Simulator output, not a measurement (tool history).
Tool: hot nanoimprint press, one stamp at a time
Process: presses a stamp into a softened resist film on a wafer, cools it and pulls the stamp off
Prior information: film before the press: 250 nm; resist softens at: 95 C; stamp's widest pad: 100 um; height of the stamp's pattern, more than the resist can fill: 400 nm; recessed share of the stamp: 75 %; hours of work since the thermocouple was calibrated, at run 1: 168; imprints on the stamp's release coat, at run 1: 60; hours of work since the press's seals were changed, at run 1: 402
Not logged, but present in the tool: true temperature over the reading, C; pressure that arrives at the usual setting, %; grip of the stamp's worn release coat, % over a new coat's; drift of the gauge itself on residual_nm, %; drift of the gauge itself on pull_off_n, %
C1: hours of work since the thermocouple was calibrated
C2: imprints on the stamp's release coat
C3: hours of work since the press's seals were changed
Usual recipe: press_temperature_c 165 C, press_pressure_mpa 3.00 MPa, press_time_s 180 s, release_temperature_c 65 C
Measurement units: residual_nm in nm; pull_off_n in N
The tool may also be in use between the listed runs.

run 1 day=0.000 | press_temperature_c=165 press_pressure_mpa=3.00 press_time_s=180 release_temperature_c=65 | C1=168 C2=60 C3=402 | residual_nm=152.0 pull_off_n=207
run 2 day=1.129 | press_temperature_c=165 press_pressure_mpa=3.00 press_time_s=180 release_temperature_c=65 | C1=182 C2=124 C3=416 | residual_nm=152.1 pull_off_n=217
run 3 day=2.075 | press_temperature_c=165 press_pressure_mpa=3.00 press_time_s=180 release_temperature_c=65 | C1=195 C2=177 C3=429 | residual_nm=153.5 pull_off_n=223
run 4 day=2.983 | press_temperature_c=165 press_pressure_mpa=3.00 press_time_s=180 release_temperature_c=65 | C1=206 C2=228 C3=440 | residual_nm=153.0 pull_off_n=222
run 5 day=3.638 | press_temperature_c=165 press_pressure_mpa=3.00 press_time_s=180 release_temperature_c=65 | C1=215 C2=265 C3=449 | residual_nm=152.7 pull_off_n=227
run 6 day=4.717 | press_temperature_c=165 press_pressure_mpa=3.00 press_time_s=180 release_temperature_c=65 | C1=229 C2=326 C3=463 | residual_nm=154.9 pull_off_n=230
run 7 day=5.375 | press_temperature_c=165 press_pressure_mpa=2.64 press_time_s=217 release_temperature_c=65 | C1=237 C2=363 C3=471 | residual_nm=149.8 pull_off_n=240
-- day=5.588 plate thermocouple calibrated
run 8 day=6.125 | press_temperature_c=165 press_pressure_mpa=2.64 press_time_s=217 release_temperature_c=65 | C1=7 C2=398 C3=480 | residual_nm=153.8 pull_off_n=241
run 9 day=6.717 | press_temperature_c=165 press_pressure_mpa=2.64 press_time_s=217 release_temperature_c=65 | C1=15 C2=431 C3=487 | residual_nm=151.6 pull_off_n=240
run 10 day=7.429 | press_temperature_c=160 press_pressure_mpa=3.00 press_time_s=180 release_temperature_c=65 | C1=24 C2=471 C3=497 | residual_nm=185.3 pull_off_n=241
run 11 day=8.496 | press_temperature_c=169 press_pressure_mpa=2.69 press_time_s=356 release_temperature_c=58 | C1=38 C2=531 C3=510 | residual_nm=107.7 pull_off_n=286
run 12 day=9.146 | press_temperature_c=169 press_pressure_mpa=2.69 press_time_s=167 release_temperature_c=58 | C1=46 C2=568 C3=519 | residual_nm=140.3 pull_off_n=284

3 options for the next run, each taken on its own from the tool as it stands now. Forecast them:
run A day=9.746 | press_temperature_c=165 press_pressure_mpa=3.00 press_time_s=180 release_temperature_c=63 | C1=54 C2=601 C3=527 | residual_nm=? pull_off_n=?
run B day=9.746 | press_temperature_c=165 press_pressure_mpa=3.00 press_time_s=207 release_temperature_c=65 | C1=54 C2=601 C3=527 | residual_nm=? pull_off_n=?
run C day=9.746 | press_temperature_c=158 press_pressure_mpa=2.80 press_time_s=167 release_temperature_c=58 | C1=54 C2=601 C3=527 | residual_nm=? pull_off_n=?

run=A residual_nm=159.0 pull_off_n=265
run=B residual_nm=151.2 pull_off_n=254
run=C residual_nm=202.7 pull_off_n=300
Without the tool's unlogged condition, the same runs would have read:
run=A residual_nm=144.7 pull_off_n=208
run=B residual_nm=137.0 pull_off_n=199
run=C residual_nm=190.9 pull_off_n=237
